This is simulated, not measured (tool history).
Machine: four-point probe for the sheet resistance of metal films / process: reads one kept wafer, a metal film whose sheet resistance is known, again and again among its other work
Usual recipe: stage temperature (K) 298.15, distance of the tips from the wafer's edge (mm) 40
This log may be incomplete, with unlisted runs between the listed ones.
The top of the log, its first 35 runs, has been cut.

run	hour	stage temperature (K)	distance of the tips from the wafer's edge (mm)	sheet resistance as the instrument gives it (ohm/square)
36	1182.8	292.15	4	0.13673
# hour 1188.4: new probe head fitted
37	1219.2	308.15	6	0.13531
38	1262.9	308.15	6	0.135287
39	1308.6	299.15	9	0.135343
40	1345.6	292.15	4	0.136489
41	1383.9	292.15	23	0.135445
42	1413.8	292.15	23	0.135458
43	1442.2	307.15	27	0.134934
44	1489	307.15	27	0.134923
45	1526.8	307.15	27	0.134895
46	1548.6	304.15	9	0.135294

Branching from run 46: 3 alternative next runs. What would each branch give?
A	1577.4	293.15	12	?
B	1577.4	294.15	9	?
C	1577.4	298.15	4	?

run	sheet resistance as the instrument gives it (ohm/square)
A	0.135569
B	0.135618
C	0.136362
Without the tool's hidden state the same runs would have given:
run	sheet resistance as the instrument gives it (ohm/square)
A	0.134938
B	0.134987
C	0.13573

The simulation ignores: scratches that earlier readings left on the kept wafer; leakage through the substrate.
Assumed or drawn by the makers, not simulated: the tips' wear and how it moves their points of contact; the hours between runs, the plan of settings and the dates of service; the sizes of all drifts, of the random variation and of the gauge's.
